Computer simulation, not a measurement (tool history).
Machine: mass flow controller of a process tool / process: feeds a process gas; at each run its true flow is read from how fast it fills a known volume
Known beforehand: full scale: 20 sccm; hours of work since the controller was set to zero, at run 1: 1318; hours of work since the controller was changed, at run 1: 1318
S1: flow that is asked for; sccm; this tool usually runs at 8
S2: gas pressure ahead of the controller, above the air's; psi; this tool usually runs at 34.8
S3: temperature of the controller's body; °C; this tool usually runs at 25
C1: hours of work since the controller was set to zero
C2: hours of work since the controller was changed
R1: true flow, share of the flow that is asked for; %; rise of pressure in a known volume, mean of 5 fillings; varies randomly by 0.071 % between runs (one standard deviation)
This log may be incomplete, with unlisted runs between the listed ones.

run	hour	S1	S2	S3	C1	C2	R1
1	0.0	8	34.8	25	1318	1318	99.78
2	72.4	8	34.8	25	1344	1344	99.69
3	156.0	3	34.8	25	1373	1373	99.32
4	210.0	3	34.8	25	1392	1392	99.33
5	285.9	3	34.8	25	1419	1419	99.20
6	370.2	8	21.2	25	1448	1448	99.00
7	445.2	8	24.5	24	1474	1474	99.05
8	529.6	8	24.5	24	1504	1504	98.94
9	621.3	14	28.6	22	1536	1536	99.13
10	706.2	14	25.2	39	1566	1566	100.77

Measured minus without-hidden-state, run by run (identical run-to-run variation in each term; gauge scatter may differ):
What the log doesn't record here: flow at rest that the sensor doesn't see, % of full scale; true flow over the shown one, %; drift of the gauge itself on true_pct, %.
run	R1
1	+0.01
2	-0.03
3	-0.06
4	-0.09
5	-0.13
6	-0.17
7	-0.21
8	-0.25
9	-0.30
10	-0.35
